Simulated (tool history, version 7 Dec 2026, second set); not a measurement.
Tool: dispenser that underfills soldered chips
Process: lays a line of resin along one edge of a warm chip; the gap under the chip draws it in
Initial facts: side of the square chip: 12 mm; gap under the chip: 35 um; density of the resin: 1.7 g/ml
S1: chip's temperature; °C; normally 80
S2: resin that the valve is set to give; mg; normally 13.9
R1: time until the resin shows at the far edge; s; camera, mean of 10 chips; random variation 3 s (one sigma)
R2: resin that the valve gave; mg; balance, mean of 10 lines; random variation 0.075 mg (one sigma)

run,hour,S1,S2,R1,R2
1,0.0,80,13.9,350.9,12.12
# hour 3.3: dispensing valve cleaned and set on the balance
2,6.1,80,18.0,387.0,18.00
# hour 6.7: new syringe of resin
3,9.6,80,13.9,332.0,13.84
4,15.1,80,14.7,401.8,14.50
# hour 15.9: new syringe of resin
5,19.8,92,14.7,242.6,14.62
6,23.0,92,14.7,269.0,14.49
# hour 25.3: new syringe of resin
7,27.1,92,14.7,222.1,14.36
8,32.5,80,15.8,389.2,15.57
# hour 34.4: new syringe of resin
9,38.4,70,13.9,490.7,13.60
10,41.9,80,13.9,388.5,13.55
# hour 43.5: new syringe of resin
11,46.4,80,13.9,335.3,13.40
12,49.6,80,13.9,368.0,13.48
# hour 52.7: new syringe of resin
13,54.6,80,13.9,322.5,13.49
14,58.6,80,13.9,374.9,13.47
# hour 62.2: new syringe of resin
15,64.2,80,13.9,328.8,13.14
16,67.9,93,13.9,248.3,13.38
# hour 71.7: new syringe of resin
17,72.3,93,13.9,204.5,13.26
18,75.6,93,13.9,229.8,13.25
19,79.7,70,17.9,530.8,17.04
# hour 81.1: new syringe of resin
20,84.4,78,15.4,352.6,14.63
21,89.3,78,15.4,413.2,14.54

Expected results for the next run?
# hour 90.4: new syringe of resin
22,93.8,70,13.3,?,?

R1: 471.9 s
R2: 12.45 mg
Take away the tool's hidden state, keep the run-to-run variation as it was, and the same run would have given R1 424.1 s, R2 13.23 mg.

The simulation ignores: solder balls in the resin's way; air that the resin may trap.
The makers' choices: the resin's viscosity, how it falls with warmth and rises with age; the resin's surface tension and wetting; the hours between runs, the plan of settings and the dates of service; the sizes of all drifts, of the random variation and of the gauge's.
